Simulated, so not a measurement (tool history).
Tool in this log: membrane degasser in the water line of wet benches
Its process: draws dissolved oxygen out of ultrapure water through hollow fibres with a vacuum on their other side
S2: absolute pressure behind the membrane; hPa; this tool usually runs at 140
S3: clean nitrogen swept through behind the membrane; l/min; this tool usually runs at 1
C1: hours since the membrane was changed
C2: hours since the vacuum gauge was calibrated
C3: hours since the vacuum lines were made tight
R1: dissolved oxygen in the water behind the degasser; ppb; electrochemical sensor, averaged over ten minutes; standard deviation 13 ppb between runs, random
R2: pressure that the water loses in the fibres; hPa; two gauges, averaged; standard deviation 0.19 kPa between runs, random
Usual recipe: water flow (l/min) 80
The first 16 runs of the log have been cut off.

At hour 827.5: gauge calibrated.
Run 17, hour 840.4: usual settings; C1 3032; C2 870; C3 1727. Result: R1 1499.9 ppb, R2 373.5 hPa.
Run 18, hour 872.6: usual settings but water flow (l/min) 123, S2 231 hPa, S3 2.27 l/min; C1 3064; C2 903; C3 1759. Result: R1 2168.3 ppb, R2 571.2 hPa.
Run 19, hour 901.9: usual settings but water flow (l/min) 125, S2 111 hPa, S3 0.78 l/min; C1 3094; C2 932; C3 1788. Result: R1 1991 ppb, R2 583.4 hPa.
Run 20, hour 955.9: usual settings but water flow (l/min) 56, S2 340 hPa, S3 0.61 l/min; C1 3148; C2 986; C3 1842. Result: R1 3311.6 ppb, R2 259.3 hPa.
Run 21, hour 999.9: usual settings but water flow (l/min) 121, S2 263 hPa, S3 1.21 l/min; C1 3192; C2 1030; C3 1886. Result: R1 3113.5 ppb, R2 560.1 hPa.
Run 22, hour 1031.5: usual settings but water flow (l/min) 63, S2 112 hPa, S3 1.07 l/min; C1 3223; C2 1061; C3 1918. Result: R1 925.3 ppb, R2 289.3 hPa.
Run 23, hour 1070.3: usual settings but water flow (l/min) 91, S2 263 hPa, S3 1.07 l/min; C1 3262; C2 1100; C3 1957. Result: R1 2710.5 ppb, R2 422.4 hPa.
Run 24, hour 1109.8: usual settings but S2 298 hPa, S3 1.29 l/min; C1 3302; C2 1140; C3 1996. Result: R1 2514 ppb, R2 366.7 hPa.
Run 25, hour 1163.1: usual settings but water flow (l/min) 64, S2 206 hPa, S3 0.65 l/min; C1 3355; C2 1193; C3 2050. Result: R1 2310.9 ppb, R2 296.9 hPa.
Run 26, hour 1222.8: usual settings but water flow (l/min) 122, S2 336 hPa, S3 1.23 l/min; C1 3415; C2 1253; C3 2109. Result: R1 3589.1 ppb, R2 560.8 hPa.
Run 27, hour 1275.2: usual settings but water flow (l/min) 122, S2 336 hPa, S3 1.23 l/min; C1 3467; C2 1305; C3 2162. Result: R1 3609.4 ppb, R2 558.8 hPa.
Run 28, hour 1309.1: usual settings but S2 148 hPa; C1 3501; C2 1339; C3 2196. Result: R1 1574.5 ppb, R2 366.3 hPa.
Run 29, hour 1344.7: usual settings but water flow (l/min) 79, S2 168 hPa; C1 3536; C2 1375; C3 2231. Result: R1 1759.2 ppb, R2 361.4 hPa.
Run 30, hour 1396.6: usual settings but water flow (l/min) 79, S2 168 hPa; C1 3588; C2 1427; C3 2283. Result: R1 1770.6 ppb, R2 361.2 hPa.
Run 31, hour 1437.1: usual settings but S2 272 hPa, S3 2.45 l/min; C1 3629; C2 1467; C3 2324. Result: R1 1633 ppb, R2 362.8 hPa.

Alternative continuations, all from the tool just after run 31; predict every row:
Run A, hour 1469: usual settings but water flow (l/min) 52, S2 272 hPa, S3 2.45 l/min; C1 3661; C2 1499; C3 2355. Result: R1 ?, R2 ?.
Run B, hour 1469: usual settings but water flow (l/min) 52, S2 347 hPa, S3 1.76 l/min; C1 3661; C2 1499; C3 2355. Result: R1 ?, R2 ?.
Run C, hour 1469: usual settings but S2 90 hPa, S3 2.28 l/min; C1 3661; C2 1499; C3 2355. Result: R1 ?, R2 ?.

run      R1     R2
  A  1077.7  234.5
  B  1699.5  237.4
  C   682.2  365.4
Stripped of hidden state, with their random variation kept, the same runs would have yielded:
run      R1     R2
  A  1077.5  239.9
  B  1699.3  242.7
  C   681.7  373.6
